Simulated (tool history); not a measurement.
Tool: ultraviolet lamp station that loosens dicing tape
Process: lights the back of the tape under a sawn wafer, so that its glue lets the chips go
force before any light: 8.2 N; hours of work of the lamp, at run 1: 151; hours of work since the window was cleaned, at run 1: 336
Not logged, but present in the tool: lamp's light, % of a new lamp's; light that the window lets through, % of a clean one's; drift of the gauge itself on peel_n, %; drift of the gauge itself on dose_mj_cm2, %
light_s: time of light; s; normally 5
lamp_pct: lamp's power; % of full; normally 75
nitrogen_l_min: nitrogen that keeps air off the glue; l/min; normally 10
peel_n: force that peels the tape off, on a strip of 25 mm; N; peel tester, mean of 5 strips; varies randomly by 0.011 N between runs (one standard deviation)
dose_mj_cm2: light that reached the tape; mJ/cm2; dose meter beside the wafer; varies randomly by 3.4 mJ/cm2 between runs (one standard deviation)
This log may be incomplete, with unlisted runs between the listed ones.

run,hour,light_s,lamp_pct,nitrogen_l_min,hours of work of the lamp,hours of work since the window was cleaned,peel_n,dose_mj_cm2
1,0,5,75,10,151,336,0.753,435
2,7.9,5,61,10,155,340,1.118,350
3,22.6,5,61,10,162,347,1.126,347
4,31.1,5,75,10,166,351,0.788,435
5,41.9,5,75,10,171,356,0.797,425
6,55.5,5,75,10,177,362,0.804,422
7,67.6,5,75,10,182,368,0.833,419
8,74.8,5,75,10,186,371,0.815,422
# hour 76.5: window cleaned of glue's vapour
9,86.3,8,86,10,191,5,0.31,718
10,98.5,3,82,3,196,10,2.727,254
11,108.9,3,63,10,201,15,2.592,193
12,117.9,3,64,5,205,19,3.023,193
13,129.2,3,64,5,211,24,3.011,198

Branching from run 13: 3 alternative next runs. What would each branch give?
# hour 131.9: window cleaned of glue's vapour, once more
A,144.1,6,78,5,217,6,?,?
# hour 131.9: window cleaned of glue's vapour, once more
B,144.1,4,64,5,217,6,?,?
# hour 131.9: window cleaned of glue's vapour, once more
C,144.1,4,75,10,217,6,?,?

run,peel_n,dose_mj_cm2
A,0.541,611
B,1.602,336
C,0.962,393
Had the tool no hidden state, the same runs would have come out as:
run,peel_n,dose_mj_cm2
A,0.445,679
B,1.356,373
C,0.788,437

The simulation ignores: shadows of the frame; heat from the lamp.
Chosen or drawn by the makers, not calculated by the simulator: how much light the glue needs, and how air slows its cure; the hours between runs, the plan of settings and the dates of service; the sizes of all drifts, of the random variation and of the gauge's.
